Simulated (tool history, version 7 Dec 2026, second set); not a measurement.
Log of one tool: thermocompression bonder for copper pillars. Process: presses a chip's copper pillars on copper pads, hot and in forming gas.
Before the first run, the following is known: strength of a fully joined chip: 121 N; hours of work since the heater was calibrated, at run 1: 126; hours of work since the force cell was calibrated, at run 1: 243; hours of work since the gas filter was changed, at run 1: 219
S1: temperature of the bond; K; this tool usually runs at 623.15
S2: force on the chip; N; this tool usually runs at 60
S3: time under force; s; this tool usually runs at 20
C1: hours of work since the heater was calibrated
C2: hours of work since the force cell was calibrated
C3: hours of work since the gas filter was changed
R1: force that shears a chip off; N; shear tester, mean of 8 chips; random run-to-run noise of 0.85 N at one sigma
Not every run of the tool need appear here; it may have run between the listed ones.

run	hour	S1	S2	S3	C1	C2	C3	R1
1	0	623.15	60	20	126	243	219	63.6
2	10.8	611.15	60	20	131	249	224	58.3
3	25.6	611.15	60	20	139	256	232	57.1
4	40.6	594.15	60	20	147	264	239	47.2
5	53.2	594.15	60	20	153	271	246	48.5
6	65.8	594.15	60	20	160	277	252	48.2
7	82.3	594.15	60	20	168	285	261	47.7
8	89.7	594.15	60	20	172	289	265	48.1
9	102.4	594.15	60	20	179	296	271	46.3
# hour 104.8: force cell calibrated
10	112.8	594.15	60	20	183	4	276	47.4
11	123.2	594.15	51	20	189	9	281	41.8
12	130.2	623.15	53	13	192	13	285	50.8
13	140.9	651.15	44	42	198	19	290	79.1
# hour 143.6: force cell calibrated, once more
14	155.4	623.15	82	13	204	6	297	66.2
15	170.6	623.15	82	13	212	14	305	65.9
16	183.5	628.15	47	28	219	21	311	62.6
17	196	628.15	47	28	225	27	318	63.9
# hour 207.8: forming gas filter changed
18	208.4	628.15	73	28	231	33	0	85.7
19	222.7	628.15	73	28	239	40	8	86.6
20	233.4	614.15	73	24	244	46	13	73.3
21	246.5	646.15	75	12	251	53	20	77.4
22	261.2	603.15	39	45	259	60	28	53.7

Branching from run 22: 5 alternative next runs. What would each branch give?
A	274.8	625.15	60	48	266	67	34	?
B	274.8	604.15	60	42	266	67	34	?
C	274.8	623.15	39	45	266	67	34	?
D	274.8	612.15	77	21	266	67	34	?
E	274.8	602.15	84	14	266	67	34	?

run	R1
A	87.9
B	70.6
C	66.4
D	73.5
E	60.4
Stripped of hidden state, with their random variation kept, the same runs would have yielded:
run	R1
A	90.1
B	72.7
C	68.3
D	75.7
E	62.3
